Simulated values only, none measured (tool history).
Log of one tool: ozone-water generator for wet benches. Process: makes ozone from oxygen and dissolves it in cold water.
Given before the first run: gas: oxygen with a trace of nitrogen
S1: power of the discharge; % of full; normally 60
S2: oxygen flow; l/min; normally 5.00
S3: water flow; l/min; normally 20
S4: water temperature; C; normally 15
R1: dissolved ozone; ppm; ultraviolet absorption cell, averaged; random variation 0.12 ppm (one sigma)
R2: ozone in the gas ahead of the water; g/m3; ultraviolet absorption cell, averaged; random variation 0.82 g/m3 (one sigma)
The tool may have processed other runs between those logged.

run,hour,S1,S2,S3,S4,R1,R2
1,0.0,60,5.00,20,15,10.8,125.1
2,29.4,66,5.00,20,15,11.6,134.3
3,47.4,60,3.44,20,15,10.9,160.4
4,83.9,60,3.57,20,15,10.8,156.5
5,120.8,60,3.57,20,15,10.8,156.5
6,139.9,60,3.57,20,15,10.8,158.0
7,158.3,60,3.57,20,15,10.7,158.6
8,188.4,60,3.57,20,21,10.1,156.3
9,208.5,60,5.00,20,9,11.3,126.4
10,231.2,60,5.00,20,9,11.3,126.4
11,273.0,60,5.00,20,9,11.6,126.3
12,291.8,60,5.00,20,9,11.6,124.4
13,324.3,60,6.70,20,9,11.0,103.5
14,346.3,60,4.60,16,13,13.4,132.7
15,379.9,50,5.00,12,15,14.0,107.8
16,404.5,60,3.25,18,15,11.4,166.6
17,423.6,60,3.25,18,15,11.6,166.4
18,441.5,68,7.07,20,16,10.5,109.1
19,462.0,60,3.49,24,15,8.5,158.0
20,499.4,60,2.86,24,8,8.7,182.7
21,529.8,60,5.00,20,18,9.6,125.0

Missing from the log above: 1 entry noted between runs. For each, name the pair of listed runs it sits between and say how the tool's hidden condition differs from the listed run just before to the listed run just after:
Runs 13 to 14: contactor cleaned (hour 330.8)
  yield of the discharge, % of new electrodes': 97.2 -> 97.1; contactor's efficiency, % of a clean one's: 89.7 -> 85.7
  measured less the result without the state, R1: -1.1 -> -1.6 ppm; R2: -2.6 -> -3.4 g/m3
